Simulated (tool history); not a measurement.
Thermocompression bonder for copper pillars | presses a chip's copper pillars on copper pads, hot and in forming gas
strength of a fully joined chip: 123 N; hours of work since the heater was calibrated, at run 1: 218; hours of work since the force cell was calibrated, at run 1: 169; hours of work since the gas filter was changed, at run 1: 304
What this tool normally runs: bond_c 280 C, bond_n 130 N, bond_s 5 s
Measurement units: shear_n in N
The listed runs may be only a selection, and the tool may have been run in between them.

run   hour  bond_c  bond_n  bond_s  hours of work since the heater was calibrated  hours of work since the force cell was calibrated  hours of work since the gas filter was changed  shear_n
  1      0     280     130       5                                            218                                                169                                             304     64.8
  2    8.9     280     130       5                                            225                                                176                                             310     63.7
  3   13.8     280     130       5                                            228                                                179                                             314       64
  4   21.5     300     130       5                                            234                                                185                                             319     77.3
  5   29.7     291     130       5                                            240                                                191                                             325       72
  6     34     291     130       5                                            243                                                194                                             328     72.1
  7   41.7     280      79       5                                            249                                                200                                             334     46.4
  8     46     280     152       5                                            252                                                203                                             337     69.6
      47.8  -- forming gas filter changed
  9     51     280     130      11                                            255                                                206                                               2     83.3
 10   56.7     280     130      11                                            259                                                210                                               7     82.3
 11     63     295     130       5                                            264                                                215                                              11       74
 12     68     295     130       5                                            268                                                219                                              15     74.8
 13   75.7     280     130       5                                            273                                                224                                              20     65.9
 14   83.6     280     130       5                                            279                                                230                                              26     64.1
 15     91     280     130       3                                            284                                                236                                              32     53.6
 16  100.2     276     130       5                                            291                                                242                                              38     61.6
 17  106.3     289     130       5                                            296                                                247                                              43     70.8
 18  115.8     289     130       5                                            303                                                254                                              50       70
 19  123.4     289     130       5                                            308                                                259                                              55     71.1
 20  132.6     289     130       5                                            315                                                266                                              62     71.5
 21  137.5     282     121       5                                            319                                                270                                              66     62.8
 22  141.8     305     151       4                                            322                                                273                                              69     80.6
 23  149.8     305     151       4                                            328                                                279                                              75     83.2
 24  158.5     288      86       3                                            334                                                285                                              81     44.7
 25  165.9     288      86       3                                            339                                                290                                              87     45.1
 26  171.1     280     115       6                                            343                                                294                                              90     62.5
 27  179.5     280      85       4                                            349                                                300                                              97     45.8
 28  188.3     280      85       4                                            356                                                307                                             103     44.5
 29  195.4     280      85       4                                            361                                                312                                             108     43.6
 30  203.1     284      93       3                                            367                                                318                                             114     44.5
 31  210.3     264      93       3                                            372                                                323                                             119     35.2
 32  214.9     264      93       3                                            375                                                326                                             122     33.8
 33  219.6     264      93       3                                            379                                                330                                             126     34.6
 34  226.3     296      85      13                                            384                                                335                                             131     78.7
 35  235.8     280      98       5                                            391                                                342                                             138     53.8
 36  242.2     280      98       5                                            395                                                346                                             143     53.8
 37    249     286     136       7                                            400                                                351                                             148     77.9
 38  255.4     309     130       5                                            405                                                356                                             152     81.6
 39    260     303     143       3                                            408                                                360                                             156     71.2
 40  265.3     303      83       3                                            412                                                363                                             159     52.4

Here are 4 independent what-if runs from the current tool condition. What would each one return?
  A  274.1     303     126      10                                            419                                                370                                             166        ?
  B  274.1     286     174      12                                            419                                                370                                             166        ?
  C  274.1     280     121       5                                            419                                                370                                             166        ?
  D  274.1     280     134       5                                            419                                                370                                             166        ?

run  shear_n
  A     93.6
  B     98.7
  C       61
  D     65.6
Without the tool's unlogged condition, the same runs would have read:
run  shear_n
  A     93.5
  B     98.6
  C     60.8
  D     65.5

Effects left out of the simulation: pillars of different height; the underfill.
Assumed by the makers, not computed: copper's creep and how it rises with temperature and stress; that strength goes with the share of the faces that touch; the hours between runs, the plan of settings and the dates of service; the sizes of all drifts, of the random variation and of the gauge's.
